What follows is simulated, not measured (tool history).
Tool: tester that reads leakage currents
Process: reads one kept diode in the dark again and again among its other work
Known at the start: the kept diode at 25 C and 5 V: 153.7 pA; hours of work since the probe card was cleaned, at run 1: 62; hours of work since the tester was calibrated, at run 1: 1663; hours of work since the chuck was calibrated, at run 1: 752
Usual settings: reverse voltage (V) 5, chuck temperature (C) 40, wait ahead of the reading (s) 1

run,hour,reverse voltage (V),chuck temperature (C),wait ahead of the reading (s),hours of work since the probe card was cleaned,hours of work since the tester was calibrated,hours of work since the chuck was calibrated,current that the tester gives (pA)
1,0,5,40,1,62,1663,752,439.8
2,156.3,5,40,1,135,1736,825,435.07
3,338.8,5,40,1,220,1822,910,431.71
4,508.9,5,40,1,300,1901,990,429.44
5,700.2,13.33,40,1,390,1991,1080,591.11
6,934.1,13.33,40,1,499,2100,1189,589.17
7,1090,1.91,30,0.4,572,2173,1262,142.39
8,1359.3,18.33,40,0.77,698,2299,1388,644.79
9,1613.6,12.03,42,7.47,817,2419,1507,634.27
10,1739.1,12.03,42,7.47,876,2477,1566,629.98
# hour 1801.5: chuck's temperature calibrated
11,1921.9,5,32,2.71,961,2562,56,269.05
12,2058.6,1.89,27,0.79,1025,2626,120,130.08

3 ways to go on from here, each from the tool as it stands after run 12. What would each give?
A,2192.1,9.71,40,2.78,1087,2688,183,?
B,2192.1,1.89,23,0.87,1087,2688,183,?
C,2192.1,12.83,52,9.09,1087,2688,183,?

run,current that the tester gives (pA)
A,596.63
B,95.09
C,1494.29
Without the tool's hidden state the same runs would have given:
run,current that the tester gives (pA)
A,596.48
B,94.86
C,1502.27
